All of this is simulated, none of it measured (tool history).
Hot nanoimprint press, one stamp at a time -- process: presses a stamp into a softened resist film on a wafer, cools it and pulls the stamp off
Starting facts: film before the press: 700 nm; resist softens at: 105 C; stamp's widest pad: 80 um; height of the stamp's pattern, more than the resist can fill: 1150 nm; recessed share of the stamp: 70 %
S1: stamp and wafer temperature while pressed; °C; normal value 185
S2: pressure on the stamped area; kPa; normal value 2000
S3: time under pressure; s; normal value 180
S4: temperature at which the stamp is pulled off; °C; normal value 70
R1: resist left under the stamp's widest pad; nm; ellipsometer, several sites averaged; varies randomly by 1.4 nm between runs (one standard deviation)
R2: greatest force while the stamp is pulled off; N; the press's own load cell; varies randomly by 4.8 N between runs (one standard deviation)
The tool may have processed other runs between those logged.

run 1 day=0 | S1=185 S2=2000 S3=180 S4=70 | R1=314.1 R2=269
run 2 day=1.179 | S1=185 S2=2000 S3=180 S4=70 | R1=317 R2=284
-- day=2.267 stamp cleaned and given a new release coat
run 3 day=2.638 | S1=185 S2=2000 S3=180 S4=70 | R1=316.2 R2=229
run 4 day=3.325 | S1=185 S2=2000 S3=180 S4=70 | R1=315.3 R2=224
run 5 day=4.421 | S1=185 S2=2000 S3=180 S4=66 | R1=316.5 R2=257
run 6 day=5.196 | S1=185 S2=2000 S3=180 S4=66 | R1=315.9 R2=260
run 7 day=6.358 | S1=185 S2=2000 S3=180 S4=66 | R1=314.8 R2=276
run 8 day=7.742 | S1=185 S2=2000 S3=180 S4=66 | R1=317.5 R2=265
run 9 day=8.425 | S1=185 S2=2410 S3=180 S4=66 | R1=289.2 R2=263
run 10 day=10.042 | S1=185 S2=2000 S3=180 S4=62 | R1=317.5 R2=281
run 11 day=10.896 | S1=185 S2=2000 S3=180 S4=62 | R1=317.4 R2=295
run 12 day=11.658 | S1=185 S2=2000 S3=180 S4=62 | R1=320.1 R2=289
run 13 day=12.346 | S1=185 S2=2000 S3=180 S4=62 | R1=320.2 R2=289
run 14 day=13.471 | S1=185 S2=2000 S3=180 S4=62 | R1=319.4 R2=290
run 15 day=14.396 | S1=185 S2=2000 S3=180 S4=62 | R1=317.9 R2=292
run 16 day=15.921 | S1=189 S2=2270 S3=225 S4=70 | R1=246.3 R2=263
run 17 day=16.858 | S1=188 S2=1360 S3=241 S4=70 | R1=314.2 R2=255
run 18 day=18.146 | S1=188 S2=1360 S3=241 S4=70 | R1=311.9 R2=267
run 19 day=18.854 | S1=188 S2=1360 S3=241 S4=70 | R1=311.4 R2=259
run 20 day=20.175 | S1=180 S2=1990 S3=241 S4=68 | R1=334.5 R2=281
-- day=20.429 plate thermocouple calibrated
run 21 day=20.992 | S1=178 S2=1990 S3=241 S4=56 | R1=355.4 R2=333
run 22 day=21.704 | S1=173 S2=2000 S3=180 S4=64 | R1=445.9 R2=304
run 23 day=22.562 | S1=187 S2=2940 S3=191 S4=64 | R1=249.6 R2=302
run 24 day=23.904 | S1=187 S2=2000 S3=209 S4=76 | R1=291.2 R2=237
run 25 day=25.171 | S1=183 S2=2150 S3=209 S4=68 | R1=312.2 R2=287
run 26 day=26.729 | S1=183 S2=2150 S3=209 S4=68 | R1=313.9 R2=296
run 27 day=27.758 | S1=185 S2=2150 S3=209 S4=58 | R1=298.2 R2=346
-- day=29.021 plate thermocouple calibrated, once more
-- day=29.271 stamp cleaned and given a new release coat
run 28 day=29.362 | S1=187 S2=3080 S3=121 S4=66 | R1=286.7 R2=243
run 29 day=30.217 | S1=188 S2=2000 S3=115 S4=70 | R1=343.6 R2=228

Below are 3 alternative next runs, each starting from the tool's condition after run 29. Predict each:
run A day=31.283 | S1=179 S2=1990 S3=180 S4=61 | R1=? R2=?
run B day=31.283 | S1=174 S2=2000 S3=180 S4=70 | R1=? R2=?
run C day=31.283 | S1=185 S2=1400 S3=240 S4=70 | R1=? R2=?

run=A R1=372.9 R2=280
run=B R1=428.8 R2=236
run=C R1=332.7 R2=233
With no hidden state in the tool, these same runs would have given:
run=A R1=371 R2=275
run=B R1=426.8 R2=233
run=C R1=331.4 R2=229
